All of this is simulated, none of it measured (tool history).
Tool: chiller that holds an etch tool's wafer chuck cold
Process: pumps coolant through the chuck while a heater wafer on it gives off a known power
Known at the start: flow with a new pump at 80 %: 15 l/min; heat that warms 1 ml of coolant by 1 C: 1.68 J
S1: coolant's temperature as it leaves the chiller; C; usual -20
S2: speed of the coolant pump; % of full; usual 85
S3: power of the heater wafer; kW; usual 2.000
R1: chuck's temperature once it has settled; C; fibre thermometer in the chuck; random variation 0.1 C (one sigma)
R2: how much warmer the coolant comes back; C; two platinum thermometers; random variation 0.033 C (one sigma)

run	hour	S1	S2	S3	R1	R2
1	0.0	-20	85	2.000	-6.4	4.62
2	59.4	-20	85	2.000	-6.4	4.60
3	93.8	-20	85	1.280	-11.3	2.98
4	132.0	-20	85	2.000	-6.2	4.68
5	180.4	-20	85	2.000	-6.6	4.60
6	237.8	-20	69	2.000	-4.4	5.82
7	301.1	-20	69	2.000	-4.5	5.78
8	362.9	-22	69	2.898	0.7	8.40
9	422.4	-28	66	1.370	-17.0	4.18
10	461.7	-22	67	2.000	-5.9	6.03
11	507.9	-13	66	2.000	3.1	6.11
12	572.7	-19	80	1.294	-9.7	3.27

The next listed run, before its measurement:
13	613.2	-19	80	2.387	?	?

R1: -1.7 C
R2: 5.96 C
Without the tool's hidden state the same run would have given R1 -4.8 C, R2 5.69 C.
